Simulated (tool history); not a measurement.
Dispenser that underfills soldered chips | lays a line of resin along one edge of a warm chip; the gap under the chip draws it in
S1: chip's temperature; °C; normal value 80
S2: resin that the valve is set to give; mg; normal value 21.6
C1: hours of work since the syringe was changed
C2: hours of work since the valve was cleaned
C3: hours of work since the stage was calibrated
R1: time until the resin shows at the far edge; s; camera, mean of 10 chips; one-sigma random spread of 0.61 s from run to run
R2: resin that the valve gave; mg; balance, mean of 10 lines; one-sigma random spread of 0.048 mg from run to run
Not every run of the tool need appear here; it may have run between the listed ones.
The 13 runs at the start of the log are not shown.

{"day": 4.658, "done": "new syringe of resin"}
{"run": 14, "day": 4.7, "S1": 80, "S2": 21.6, "C1": 1, "C2": 9, "C3": 116, "R1": 57.3, "R2": 21.53}
{"run": 15, "day": 4.958, "S1": 80, "S2": 21.6, "C1": 5, "C2": 13, "C3": 120, "R1": 77.0, "R2": 21.39}
{"run": 16, "day": 5.208, "S1": 80, "S2": 21.6, "C1": 9, "C2": 18, "C3": 125, "R1": 99.5, "R2": 21.41}
{"day": 5.379, "done": "new syringe of resin"}
{"run": 17, "day": 5.433, "S1": 95, "S2": 21.6, "C1": 1, "C2": 21, "C3": 128, "R1": 31.1, "R2": 21.43}
{"run": 18, "day": 5.717, "S1": 95, "S2": 26.4, "C1": 6, "C2": 26, "C3": 133, "R1": 40.9, "R2": 26.04}
{"day": 6.104, "done": "new syringe of resin"}
{"run": 19, "day": 6.104, "S1": 76, "S2": 26.8, "C1": 0, "C2": 33, "C3": 140, "R1": 63.8, "R2": 26.3}
{"run": 20, "day": 6.312, "S1": 76, "S2": 26.8, "C1": 4, "C2": 36, "C3": 143, "R1": 80.6, "R2": 26.43}
{"run": 21, "day": 6.721, "S1": 69, "S2": 27.0, "C1": 11, "C2": 43, "C3": 150, "R1": 173.9, "R2": 26.43}
{"day": 6.842, "done": "new syringe of resin"}
{"run": 22, "day": 7.133, "S1": 75, "S2": 27.6, "C1": 5, "C2": 50, "C3": 157, "R1": 92.8, "R2": 26.97}
{"run": 23, "day": 7.475, "S1": 92, "S2": 22.8, "C1": 11, "C2": 56, "C3": 163, "R1": 64.7, "R2": 22.18}
{"day": 7.575, "done": "new syringe of resin"}
{"run": 24, "day": 7.892, "S1": 92, "S2": 22.8, "C1": 5, "C2": 63, "C3": 170, "R1": 45.9, "R2": 22.1}
{"run": 25, "day": 8.217, "S1": 92, "S2": 22.8, "C1": 11, "C2": 68, "C3": 175, "R1": 64.6, "R2": 22.13}
{"day": 8.292, "done": "new syringe of resin"}
{"run": 26, "day": 8.65, "S1": 90, "S2": 22.0, "C1": 6, "C2": 76, "C3": 183, "R1": 52.9, "R2": 21.19}
{"run": 27, "day": 8.879, "S1": 90, "S2": 22.0, "C1": 10, "C2": 80, "C3": 187, "R1": 66.9, "R2": 21.22}
{"day": 9.017, "done": "new syringe of resin"}
{"run": 28, "day": 9.092, "S1": 80, "S2": 22.9, "C1": 1, "C2": 83, "C3": 190, "R1": 60.9, "R2": 21.99}
{"day": 9.504, "done": "dispensing valve cleaned and set on the balance"}
{"run": 29, "day": 9.596, "S1": 80, "S2": 22.9, "C1": 9, "C2": 2, "C3": 198, "R1": 97.5, "R2": 22.85}
{"day": 9.8, "done": "new syringe of resin"}
{"run": 30, "day": 10.017, "S1": 80, "S2": 22.9, "C1": 4, "C2": 9, "C3": 205, "R1": 69.9, "R2": 22.8}
{"day": 10.525, "done": "new syringe of resin"}
{"run": 31, "day": 10.525, "S1": 88, "S2": 21.2, "C1": 0, "C2": 17, "C3": 213, "R1": 40.5, "R2": 20.97}
{"run": 32, "day": 10.983, "S1": 74, "S2": 25.8, "C1": 8, "C2": 25, "C3": 221, "R1": 117.5, "R2": 25.44}
{"run": 33, "day": 11.217, "S1": 80, "S2": 26.5, "C1": 12, "C2": 29, "C3": 225, "R1": 113.7, "R2": 26.09}
{"day": 11.271, "done": "new syringe of resin"}
{"run": 34, "day": 11.642, "S1": 80, "S2": 26.5, "C1": 6, "C2": 36, "C3": 232, "R1": 82.4, "R2": 25.97}
{"day": 11.979, "done": "new syringe of resin"}
{"run": 35, "day": 11.996, "S1": 85, "S2": 23.1, "C1": 0, "C2": 42, "C3": 238, "R1": 44.6, "R2": 22.62}

Branching from run 35: 3 alternative next runs. What would each branch give?
{"run": "A", "day": 12.475, "S1": 90, "S2": 23.6, "C1": 8, "C2": 50, "C3": 246, "R1": "?", "R2": "?"}
{"run": "B", "day": 12.475, "S1": 95, "S2": 24.9, "C1": 8, "C2": 50, "C3": 246, "R1": "?", "R2": "?"}
{"run": "C", "day": 12.475, "S1": 67, "S2": 27.1, "C1": 8, "C2": 50, "C3": 246, "R1": "?", "R2": "?"}

run=A R1=60.2 R2=23.01
run=B R1=50.0 R2=24.25
run=C R1=167.0 R2=26.45
What these runs would have given with no unlogged condition in the tool:
run=A R1=33.4 R2=23.59
run=B R1=28.1 R2=24.86
run=C R1=92.0 R2=27.12
